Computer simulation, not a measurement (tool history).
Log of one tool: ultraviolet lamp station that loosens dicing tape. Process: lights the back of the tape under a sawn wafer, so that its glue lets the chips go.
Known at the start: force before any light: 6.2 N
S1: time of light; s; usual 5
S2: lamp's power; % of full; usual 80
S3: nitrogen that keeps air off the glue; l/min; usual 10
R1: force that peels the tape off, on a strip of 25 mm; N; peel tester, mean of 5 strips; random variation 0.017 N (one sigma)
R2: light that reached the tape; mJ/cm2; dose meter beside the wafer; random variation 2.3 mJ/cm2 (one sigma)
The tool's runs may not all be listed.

run      day  S1   S2  S3     R1   R2
  1        0   5   80  10  0.856  214
  2    3.767   5   80  10  0.813  215
  3    5.954   5   80  10   0.82  215
  4    8.504   5   80  10  0.815  215
  5   11.796   5   80  10  0.841  212
  6   13.917   5   80  10  0.795  213
  7   16.512   2   80  10  2.626   84
  8   18.662   2   80  10  2.636   86
  9   22.708   2   80  10  2.585   85
 10   25.454   2   80  10   2.67   83
 11   28.479   2   80  10  2.615   82
 12   31.988   2   80  10  2.567   86
 13   34.212   5   89  10  0.668  234
 14   37.938   5   89  10  0.665  234
 15   39.958   5   89  10  0.666  232
 16   43.346   5   80  10  0.809  211
 17   46.767   5   80  10  0.827  209
 18   49.546   5   80  10  0.808  213
 19   53.658   5   80  10  0.816  214
 20   56.412   5   80  10  0.803  213
 21   60.371   5   80  10  0.808  212
 22   62.729   9   67  17  0.343  319
 23   65.046   4   67  18  1.352  141
 24   67.562   8   85   3  0.503  363
 25   70.375   8   85   3  0.483  362
 26     74.3   8   82  13  0.317  348
 27   78.221   8   82  13  0.298  342
 28   79.879   7   73   4  0.774  271
 29   83.483   6  100   3  0.649  315
 30   85.592   6  100  11  0.361  323
 31   88.254   5   89   4   0.94  236
 32   91.333   3   66   7  2.253  104
 33   93.362   3   66   7  2.216  103
 34   96.158   5   61  20  1.114  164
 35  100.167   5   61  20  1.056  161
 36  102.442   6   80  10  0.601  256
 37  106.467   3   98   4  1.692  156
 38  109.079   3   80   6  1.903  126
 39  110.862   7   86   6  0.469  319
 40  114.429   6   86   6  0.593  272
 41   116.85   6   86   6  0.612  271
 42   120.55   2   64   6  3.427   67

Taken out of this log: 9 entries between the listed runs. Where each belongs, and how the hidden state differs across it:
Between runs 1 and 2: window cleaned of glue's vapour (day 1.429)
  light that the window lets through, % of a clean one's: 99.9 -> 100
Between runs 7 and 8: window cleaned of glue's vapour (day 18.029)
  light that the window lets through, % of a clean one's: 99.9 -> 100
Between runs 13 and 14: window cleaned of glue's vapour (day 34.562)
  light that the window lets through, % of a clean one's: 99.9 -> 100
Between runs 18 and 19: window cleaned of glue's vapour (day 51.067)
  light that the window lets through, % of a clean one's: 99.9 -> 100
Between runs 23 and 24: window cleaned of glue's vapour (day 67.562)
  no hidden state differs between the two runs
Between runs 28 and 29: lamp changed (day 80.246)
  lamp's light, % of a new lamp's: 99.8 -> 100; light that the window lets through, % of a clean one's: 100 -> 99.9
Between runs 29 and 30: window cleaned of glue's vapour (day 84.175)
  light that the window lets through, % of a clean one's: 99.9 -> 100
Between runs 35 and 36: window cleaned of glue's vapour (day 100.571)
  light that the window lets through, % of a clean one's: 99.9 -> 100
Between runs 41 and 42: window cleaned of glue's vapour (day 117.183)
  light that the window lets through, % of a clean one's: 99.9 -> 100
